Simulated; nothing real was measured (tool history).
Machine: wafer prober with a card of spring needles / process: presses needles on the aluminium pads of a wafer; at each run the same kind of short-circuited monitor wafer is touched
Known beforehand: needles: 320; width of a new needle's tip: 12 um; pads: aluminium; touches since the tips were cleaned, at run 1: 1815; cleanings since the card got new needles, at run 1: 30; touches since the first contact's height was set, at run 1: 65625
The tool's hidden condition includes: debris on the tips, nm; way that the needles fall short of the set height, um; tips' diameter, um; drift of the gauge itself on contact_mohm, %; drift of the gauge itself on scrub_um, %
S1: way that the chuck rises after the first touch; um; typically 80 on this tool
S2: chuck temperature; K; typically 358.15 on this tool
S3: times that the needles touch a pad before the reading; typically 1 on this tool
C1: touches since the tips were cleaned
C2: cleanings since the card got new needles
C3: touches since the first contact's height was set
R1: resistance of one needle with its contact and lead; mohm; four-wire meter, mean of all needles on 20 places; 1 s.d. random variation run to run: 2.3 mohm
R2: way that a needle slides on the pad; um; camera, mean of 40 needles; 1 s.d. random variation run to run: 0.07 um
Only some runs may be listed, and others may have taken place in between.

Run 1, day 0: usual settings; C1 1815; C2 30; C3 65625. Result: R1 261 mohm, R2 17.52 um.
At day 0.096: tips cleaned on abrasive film.
At day 0.558: tips cleaned on abrasive film.
Run 2, day 0.888: usual settings; C1 1810; C2 32; C3 70449. Result: R1 264 mohm, R2 17.48 um.
At day 0.983: tips cleaned on abrasive film.
At day 1.438: tips cleaned on abrasive film.
At day 1.808: tips cleaned on abrasive film.
Run 3, day 2.021: usual settings; C1 1165; C2 35; C3 76595. Result: R1 259 mohm, R2 17.45 um.
At day 2.208: tips cleaned on abrasive film.
At day 2.575: tips cleaned on abrasive film.
At day 2.946: tips cleaned on abrasive film.
At day 3.317: tips cleaned on abrasive film.
At day 3.688: tips cleaned on abrasive film.
Run 4, day 3.825: usual settings; C1 756; C2 40; C3 86394. Result: R1 260 mohm, R2 17.54 um.
At day 4.104: tips cleaned on abrasive film.
At day 4.558: tips cleaned on abrasive film.
At day 5.017: tips cleaned on abrasive film.
Run 5, day 5.258: usual settings; C1 1327; C2 43; C3 94189. Result: R1 258 mohm, R2 17.48 um.
At day 5.446: tips cleaned on abrasive film.
At day 5.817: tips cleaned on abrasive film.
At day 6.275: tips cleaned on abrasive film.
At day 6.646: tips cleaned on abrasive film.
Run 6, day 6.742: usual settings; C1 531; C2 47; C3 102255. Result: R1 260 mohm, R2 17.46 um.
At day 7.021: tips cleaned on abrasive film.
At day 7.483: tips cleaned on abrasive film.
At day 7.854: tips cleaned on abrasive film.
At day 8.225: tips cleaned on abrasive film.
At day 8.592: tips cleaned on abrasive film.
Run 7, day 8.658: usual settings but S2 387.15 K; C1 346; C2 52; C3 112642. Result: R1 269 mohm, R2 17.49 um.
At day 9.025: tips cleaned on abrasive film.
At day 9.396: tips cleaned on abrasive film.
At day 9.767: tips cleaned on abrasive film.
Run 8, day 9.938: usual settings but S2 387.15 K; C1 939; C2 55; C3 119608. Result: R1 264 mohm, R2 17.61 um.
At day 10.208: tips cleaned on abrasive film.
At day 10.667: tips cleaned on abrasive film.
At day 11.038: tips cleaned on abrasive film.
At day 11.408: tips cleaned on abrasive film.
At day 11.775: tips cleaned on abrasive film.
Run 9, day 11.825: usual settings but S2 387.15 K; C1 257; C2 60; C3 129847. Result: R1 266 mohm, R2 17.53 um.
At day 12.192: tips cleaned on abrasive film.
At day 12.654: tips cleaned on abrasive film.
At day 13.112: tips cleaned on abrasive film.
At day 13.483: tips cleaned on abrasive film.
At day 13.588: height of the first contact set anew.
At day 13.904: tips cleaned on abrasive film.
Run 10, day 13.904: usual settings but S1 91 um; C1 0; C2 65; C3 1709. Result: R1 260 mohm, R2 20.1 um.
At day 14.358: tips cleaned on abrasive film.
At day 14.729: tips cleaned on abrasive film.
Run 11, day 14.971: usual settings but S1 91 um, S3 2; C1 1324; C2 67; C3 7527. Result: R1 260 mohm, R2 20.15 um.
At day 15.158: tips cleaned on abrasive film.
At day 15.617: tips cleaned on abrasive film.
At day 16.075: tips cleaned on abrasive film.
Run 12, day 16.379: usual settings but S1 91 um, S3 2; C1 1669; C2 70; C3 15195. Result: R1 258 mohm, R2 20.21 um.
At day 16.475: tips cleaned on abrasive film.
At day 16.938: tips cleaned on abrasive film.
At day 17.4: tips cleaned on abrasive film.
At day 17.846: tips cleaned on abrasive film.
Run 13, day 17.846: usual settings but S3 2; C1 0; C2 74; C3 23146. Result: R1 259 mohm, R2 17.77 um.
At day 18.217: tips cleaned on abrasive film.
At day 18.675: tips cleaned on abrasive film.
At day 19.046: tips cleaned on abrasive film.
Run 14, day 19.288: usual settings but S1 89 um, S2 344.15 K, S3 2; C1 1329; C2 77; C3 30982. Result: R1 255 mohm, R2 19.86 um.
At day 19.475: tips cleaned on abrasive film.
At day 19.929: tips cleaned on abrasive film.
At day 20.3: tips cleaned on abrasive film.
At day 20.679: tips cleaned on abrasive film.
Run 15, day 20.679: usual settings but S1 89 um, S2 344.15 K, S3 2; C1 0; C2 81; C3 38547. Result: R1 259 mohm, R2 19.89 um.
At day 21.133: tips cleaned on abrasive film.
At day 21.504: tips cleaned on abrasive film.
At day 21.942: tips cleaned on abrasive film.
Run 16, day 21.942: usual settings but S1 62 um; C1 0; C2 84; C3 45398. Result: R1 265 mohm, R2 13.74 um.
At day 22.4: tips cleaned on abrasive film.
At day 22.862: tips cleaned on abrasive film.
At day 23.321: tips cleaned on abrasive film.
At day 23.692: tips cleaned on abrasive film.
Run 17, day 23.75: usual settings but S1 62 um; C1 311; C2 88; C3 55231. Result: R1 261 mohm, R2 13.7 um.
At day 24.121: tips cleaned on abrasive film.
At day 24.575: tips cleaned on abrasive film.
At day 24.946: tips cleaned on abrasive film.
At day 25.317: tips cleaned on abrasive film.
Run 18, day 25.433: usual settings but S1 83 um, S2 311.15 K, S3 3; C1 653; C2 92; C3 64390. Result: R1 249 mohm, R2 18.44 um.
At day 25.712: tips cleaned on abrasive film.
At day 26.167: tips cleaned on abrasive film.
At day 26.538: tips cleaned on abrasive film.
At day 26.908: tips cleaned on abrasive film.
At day 27: gauge calibrated.
At day 27.275: tips cleaned on abrasive film.
Run 19, day 27.304: usual settings but S2 309.15 K; C1 144; C2 97; C3 74534. Result: R1 247 mohm, R2 17.53 um.
At day 27.662: tips cleaned on abrasive film.
At day 28.033: tips cleaned on abrasive film.
Run 20, day 28.258: usual settings but S1 83 um, S2 309.15 K, S3 3; C1 1220; C2 99; C3 79725. Result: R1 248 mohm, R2 18.19 um.
At day 28.446: tips cleaned on abrasive film.
At day 28.904: tips cleaned on abrasive film.
At day 29.367: tips cleaned on abrasive film.
At day 29.738: tips cleaned on abrasive film.
Run 21, day 30.025: usual settings but S1 83 um, S2 309.15 K, S3 3; C1 1580; C2 103; C3 89340. Result: R1 247 mohm, R2 18.19 um.
At day 30.121: tips cleaned on abrasive film.
At day 30.583: tips cleaned on abrasive film.
Run 22, day 30.917: usual settings but S1 65 um, S2 301.15 K, S3 2; C1 1845; C2 105; C3 94198. Result: R1 249 mohm, R2 14.19 um.
At day 31.012: tips cleaned on abrasive film.
At day 31.471: tips cleaned on abrasive film.
At day 31.842: tips cleaned on abrasive film.
At day 32.3: tips cleaned on abrasive film.
At day 32.671: tips cleaned on abrasive film.
Run 23, day 32.988: usual settings but S1 67 um, S2 383.15 K, S3 2; C1 1746; C2 110; C3 105453. Result: R1 275 mohm, R2 14.64 um.
At day 33.083: tips cleaned on abrasive film.
At day 33.454: tips cleaned on abrasive film.
At day 33.912: tips cleaned on abrasive film.
At day 34.283: tips cleaned on abrasive film.
At day 34.738: tips cleaned on abrasive film.
Run 24, day 34.738: usual settings but S1 67 um, S2 390.15 K, S3 2; C1 0; C2 115; C3 114946. Result: R1 273 mohm, R2 14.7 um.
At day 35.183: tips cleaned on abrasive film.
At day 35.554: tips cleaned on abrasive film.
Run 25, day 35.704: usual settings but S1 78 um; C1 827; C2 117; C3 120206. Result: R1 261 mohm, R2 17.07 um.

Measured minus without-hidden-state, run by run (identical run-to-run variation in each term; gauge scatter may differ):
run     R2
  1  -0.01
  2  +0.01
  3  +0.02
  4  +0.05
  5  +0.08
  6   +0.1
  7  +0.13
  8  +0.15
  9  +0.18
 10  +0.24
 11  +0.26
 12  +0.29
 13  +0.28
 14  +0.34
 15  +0.36
 16  +0.27
 17  +0.28
 18   +0.4
 19     +0
 20  +0.02
 21  +0.04
 22  +0.04
 23  +0.08
 24   +0.1
 25  +0.12
R1: differs from the measured result by no more than 1 mohm in any run.

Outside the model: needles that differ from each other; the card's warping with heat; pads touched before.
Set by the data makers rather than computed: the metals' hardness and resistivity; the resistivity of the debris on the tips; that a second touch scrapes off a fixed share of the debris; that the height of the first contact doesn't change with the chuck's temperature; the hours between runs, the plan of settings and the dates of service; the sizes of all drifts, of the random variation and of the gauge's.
